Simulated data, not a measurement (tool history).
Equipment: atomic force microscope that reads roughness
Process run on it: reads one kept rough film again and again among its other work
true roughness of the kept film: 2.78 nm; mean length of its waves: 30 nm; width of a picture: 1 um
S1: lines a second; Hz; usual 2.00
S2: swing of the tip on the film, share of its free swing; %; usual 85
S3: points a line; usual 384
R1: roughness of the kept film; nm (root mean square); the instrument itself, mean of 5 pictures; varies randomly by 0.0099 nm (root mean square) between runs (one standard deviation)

run,day,S1,S2,S3,R1
1,0.000,2.00,85,384,2.264
2,0.354,2.00,85,384,2.273
3,0.571,2.00,85,384,2.282
4,0.758,2.00,77,384,2.374
5,1.158,2.00,77,384,2.365
6,1.462,2.00,77,384,2.355
7,1.854,2.00,77,384,2.387
8,2.021,2.00,77,461,2.368
9,2.271,2.00,85,384,2.272
10,2.462,2.00,85,384,2.257
11,2.804,2.00,85,384,2.290
12,3.142,2.00,85,384,2.282
13,3.329,2.00,85,384,2.268
14,3.562,2.00,85,384,2.271
15,3.812,1.74,66,384,2.492
16,4.071,1.74,66,384,2.502
17,4.304,3.60,66,710,2.391
18,4.612,3.60,66,710,2.379
19,4.983,1.44,85,384,2.346

Run 20 has not been measured yet. What should we expect?
20,5.192,1.44,85,511,?

R1: 2.378 nm (root mean square)
Were there no unlogged condition in the tool, this run, its random variation unchanged, would have produced R1 2.380 nm (root mean square).
